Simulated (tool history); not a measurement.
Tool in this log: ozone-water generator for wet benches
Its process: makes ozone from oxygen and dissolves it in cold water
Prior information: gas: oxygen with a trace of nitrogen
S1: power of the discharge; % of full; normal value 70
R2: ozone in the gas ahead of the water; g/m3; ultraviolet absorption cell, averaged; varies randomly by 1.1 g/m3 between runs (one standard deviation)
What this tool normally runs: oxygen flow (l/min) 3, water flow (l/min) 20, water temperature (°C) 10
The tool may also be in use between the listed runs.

{"run": 1, "hour": 0.0, "S1": 70, "oxygen flow (l/min)": 3, "water flow (l/min)": 20, "water temperature (°C)": 10, "dissolved ozone (ppm)": 15.2, "R2": 195.3}
{"run": 2, "hour": 51.1, "S1": 70, "oxygen flow (l/min)": 3, "water flow (l/min)": 20, "water temperature (°C)": 10, "dissolved ozone (ppm)": 14.9, "R2": 199.2}
{"run": 3, "hour": 136.2, "S1": 70, "oxygen flow (l/min)": 3, "water flow (l/min)": 20, "water temperature (°C)": 10, "dissolved ozone (ppm)": 14.7, "R2": 195.4}
{"run": 4, "hour": 185.9, "S1": 70, "oxygen flow (l/min)": 3, "water flow (l/min)": 20, "water temperature (°C)": 10, "dissolved ozone (ppm)": 14.9, "R2": 195.8}
{"run": 5, "hour": 271.5, "S1": 70, "oxygen flow (l/min)": 3, "water flow (l/min)": 17, "water temperature (°C)": 10, "dissolved ozone (ppm)": 17.4, "R2": 193.9}
{"run": 6, "hour": 358.5, "S1": 70, "oxygen flow (l/min)": 3, "water flow (l/min)": 17, "water temperature (°C)": 10, "dissolved ozone (ppm)": 17.6, "R2": 195.1}
{"run": 7, "hour": 404.3, "S1": 70, "oxygen flow (l/min)": 3, "water flow (l/min)": 17, "water temperature (°C)": 10, "dissolved ozone (ppm)": 17.4, "R2": 196.8}
{"run": 8, "hour": 446.8, "S1": 70, "oxygen flow (l/min)": 3, "water flow (l/min)": 17, "water temperature (°C)": 10, "dissolved ozone (ppm)": 17.4, "R2": 195.3}
{"run": 9, "hour": 512.0, "S1": 70, "oxygen flow (l/min)": 4.69, "water flow (l/min)": 20, "water temperature (°C)": 10, "dissolved ozone (ppm)": 16.9, "R2": 165.8}
{"run": 10, "hour": 560.1, "S1": 70, "oxygen flow (l/min)": 4.69, "water flow (l/min)": 20, "water temperature (°C)": 10, "dissolved ozone (ppm)": 16.8, "R2": 167.1}
{"run": 11, "hour": 632.6, "S1": 70, "oxygen flow (l/min)": 2.22, "water flow (l/min)": 20, "water temperature (°C)": 10, "dissolved ozone (ppm)": 13.1, "R2": 218.3}
{"run": 12, "hour": 722.9, "S1": 53, "oxygen flow (l/min)": 3, "water flow (l/min)": 20, "water temperature (°C)": 10, "dissolved ozone (ppm)": 12.4, "R2": 163.6}
{"run": 13, "hour": 802.0, "S1": 53, "oxygen flow (l/min)": 3, "water flow (l/min)": 20, "water temperature (°C)": 10, "dissolved ozone (ppm)": 12.4, "R2": 166.5}
{"run": 14, "hour": 875.4, "S1": 70, "oxygen flow (l/min)": 3, "water flow (l/min)": 20, "water temperature (°C)": 11, "dissolved ozone (ppm)": 14.5, "R2": 196.7}
{"run": 15, "hour": 918.1, "S1": 70, "oxygen flow (l/min)": 3, "water flow (l/min)": 20, "water temperature (°C)": 11, "dissolved ozone (ppm)": 14.5, "R2": 195.2}
{"run": 16, "hour": 971.0, "S1": 70, "oxygen flow (l/min)": 3, "water flow (l/min)": 20, "water temperature (°C)": 10, "dissolved ozone (ppm)": 14.4, "R2": 195}
{"run": 17, "hour": 1026.4, "S1": 70, "oxygen flow (l/min)": 3, "water flow (l/min)": 20, "water temperature (°C)": 12, "dissolved ozone (ppm)": 14.5, "R2": 194.6}
{"run": 18, "hour": 1118.9, "S1": 76, "oxygen flow (l/min)": 3.13, "water flow (l/min)": 20, "water temperature (°C)": 14, "dissolved ozone (ppm)": 15.1, "R2": 200.9}
{"run": 19, "hour": 1158.1, "S1": 76, "oxygen flow (l/min)": 3.13, "water flow (l/min)": 13, "water temperature (°C)": 7, "dissolved ozone (ppm)": 24.4, "R2": 198.1}
{"hour": 1167.8, "done": "contactor cleaned"}
{"run": 20, "hour": 1233.1, "S1": 70, "oxygen flow (l/min)": 2.77, "water flow (l/min)": 20, "water temperature (°C)": 11, "dissolved ozone (ppm)": 13.8, "R2": 199.7}
{"run": 21, "hour": 1273.7, "S1": 66, "oxygen flow (l/min)": 3.06, "water flow (l/min)": 17, "water temperature (°C)": 10, "dissolved ozone (ppm)": 16.5, "R2": 186}
{"run": 22, "hour": 1354.8, "S1": 50, "oxygen flow (l/min)": 2.93, "water flow (l/min)": 17, "water temperature (°C)": 5, "dissolved ozone (ppm)": 14.4, "R2": 159.1}
{"run": 23, "hour": 1415.4, "S1": 52, "oxygen flow (l/min)": 2.93, "water flow (l/min)": 22, "water temperature (°C)": 5, "dissolved ozone (ppm)": 11.1, "R2": 163.1}
{"run": 24, "hour": 1499.7, "S1": 65, "oxygen flow (l/min)": 3, "water flow (l/min)": 20, "water temperature (°C)": 8, "dissolved ozone (ppm)": 13.8, "R2": 185.8}
{"hour": 1565.1, "done": "contactor cleaned, once more"}
{"run": 25, "hour": 1580.2, "S1": 70, "oxygen flow (l/min)": 3, "water flow (l/min)": 20, "water temperature (°C)": 10, "dissolved ozone (ppm)": 14.6, "R2": 194.3}
{"run": 26, "hour": 1643.5, "S1": 70, "oxygen flow (l/min)": 3.69, "water flow (l/min)": 14, "water temperature (°C)": 12, "dissolved ozone (ppm)": 22.1, "R2": 179.1}
{"run": 27, "hour": 1722.1, "S1": 70, "oxygen flow (l/min)": 3.69, "water flow (l/min)": 14, "water temperature (°C)": 12, "dissolved ozone (ppm)": 22, "R2": 180.3}
{"run": 28, "hour": 1801.6, "S1": 71, "oxygen flow (l/min)": 3, "water flow (l/min)": 20, "water temperature (°C)": 10, "dissolved ozone (ppm)": 15, "R2": 193.7}
{"run": 29, "hour": 1884.0, "S1": 41, "oxygen flow (l/min)": 2.74, "water flow (l/min)": 28, "water temperature (°C)": 5, "dissolved ozone (ppm)": 7.3, "R2": 143}
{"run": 30, "hour": 1956.4, "S1": 41, "oxygen flow (l/min)": 2.74, "water flow (l/min)": 28, "water temperature (°C)": 5, "dissolved ozone (ppm)": 7.5, "R2": 142.3}
{"run": 31, "hour": 2002.5, "S1": 41, "oxygen flow (l/min)": 2.74, "water flow (l/min)": 28, "water temperature (°C)": 5, "dissolved ozone (ppm)": 7.6, "R2": 143.5}
{"run": 32, "hour": 2042.2, "S1": 41, "oxygen flow (l/min)": 2.74, "water flow (l/min)": 28, "water temperature (°C)": 5, "dissolved ozone (ppm)": 7.4, "R2": 144.9}
{"run": 33, "hour": 2117.9, "S1": 70, "oxygen flow (l/min)": 3.39, "water flow (l/min)": 20, "water temperature (°C)": 9, "dissolved ozone (ppm)": 15.9, "R2": 183.6}
{"run": 34, "hour": 2155.8, "S1": 70, "oxygen flow (l/min)": 3.39, "water flow (l/min)": 20, "water temperature (°C)": 9, "dissolved ozone (ppm)": 15.7, "R2": 185.6}

Per-run results on a tool with no hidden state, each run keeping its own random variation:
What the log doesn't record here: yield of the discharge, % of new electrodes'; contactor's efficiency, % of a clean one's; true water temperature over the reading, C; drift of the gauge itself on ozone_ppm, %; drift of the gauge itself on gas_g_m3, %.
run=1 dissolved_ozone_(ppm)=15.7 R2=195.6
run=2 dissolved_ozone_(ppm)=15.4 R2=199.7
run=3 dissolved_ozone_(ppm)=15.2 R2=196.1
run=4 dissolved_ozone_(ppm)=15.4 R2=196.6
run=5 dissolved_ozone_(ppm)=18 R2=194.8
run=6 dissolved_ozone_(ppm)=18.2 R2=196.3
run=7 dissolved_ozone_(ppm)=18 R2=198.1
run=8 dissolved_ozone_(ppm)=18.1 R2=196.7
run=9 dissolved_ozone_(ppm)=17.6 R2=167.1
run=10 dissolved_ozone_(ppm)=17.5 R2=168.5
run=11 dissolved_ozone_(ppm)=13.7 R2=220.3
run=12 dissolved_ozone_(ppm)=13 R2=165
run=13 dissolved_ozone_(ppm)=12.9 R2=168
run=14 dissolved_ozone_(ppm)=15.2 R2=199
run=15 dissolved_ozone_(ppm)=15.2 R2=197.7
run=16 dissolved_ozone_(ppm)=15.1 R2=197.5
run=17 dissolved_ozone_(ppm)=15.2 R2=197.2
run=18 dissolved_ozone_(ppm)=15.9 R2=204
run=19 dissolved_ozone_(ppm)=25.5 R2=201.3
run=20 dissolved_ozone_(ppm)=14.8 R2=203
run=21 dissolved_ozone_(ppm)=17.6 R2=189
run=22 dissolved_ozone_(ppm)=15.3 R2=161.3
run=23 dissolved_ozone_(ppm)=12 R2=165.5
run=24 dissolved_ozone_(ppm)=14.9 R2=189.2
run=25 dissolved_ozone_(ppm)=14.9 R2=198.2
run=26 dissolved_ozone_(ppm)=22.6 R2=182.8
run=27 dissolved_ozone_(ppm)=22.5 R2=184.3
run=28 dissolved_ozone_(ppm)=15.4 R2=198.2
run=29 dissolved_ozone_(ppm)=7.4 R2=145.3
run=30 dissolved_ozone_(ppm)=7.6 R2=144.7
run=31 dissolved_ozone_(ppm)=7.8 R2=145.9
run=32 dissolved_ozone_(ppm)=7.5 R2=147.4
run=33 dissolved_ozone_(ppm)=16.4 R2=188.5
run=34 dissolved_ozone_(ppm)=16.2 R2=190.6
